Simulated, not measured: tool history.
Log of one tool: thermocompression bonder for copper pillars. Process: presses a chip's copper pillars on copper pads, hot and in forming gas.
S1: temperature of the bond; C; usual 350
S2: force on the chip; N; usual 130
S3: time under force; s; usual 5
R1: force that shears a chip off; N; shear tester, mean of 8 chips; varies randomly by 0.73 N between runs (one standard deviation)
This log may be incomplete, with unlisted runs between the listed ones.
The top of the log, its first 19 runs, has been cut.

run   hour   S1   S2  S3    R1
 20  139.8  368   98  11  58.8
 21  148.9  368   98  11  60.7
 22  154.2  368   98  11  61.8
 23  161.7  349   79   9  41.4
 24  168.5  350  130  11  67.9
 25  175.5  377   93  11  61.4
 26  186.4  350  130   4  48.9
 27  191.6  372  116  12  71.5
     192.7  -- forming gas filter changed
 28  200.4  351   98  15  64.2
 29  210.9  351  169  13  86.5
 30    220  351  169  13  86.3
 31  230.5  351  169  13    88

Alternative continuations, all from the tool just after run 31; predict every row:
  A  237.6  342  130   5   ?
  B  237.6  363  167  10   ?
  C  237.6  348  169  13   ?
  D  237.6  351  169  13   ?

run    R1
  A  54.4
  B  86.8
  C  86.9
  D  88.3
Stripped of hidden state, with their random variation kept, the same runs would have yielded:
run    R1
  A  50.6
  B  83.6
  C  83.6
  D  85.1
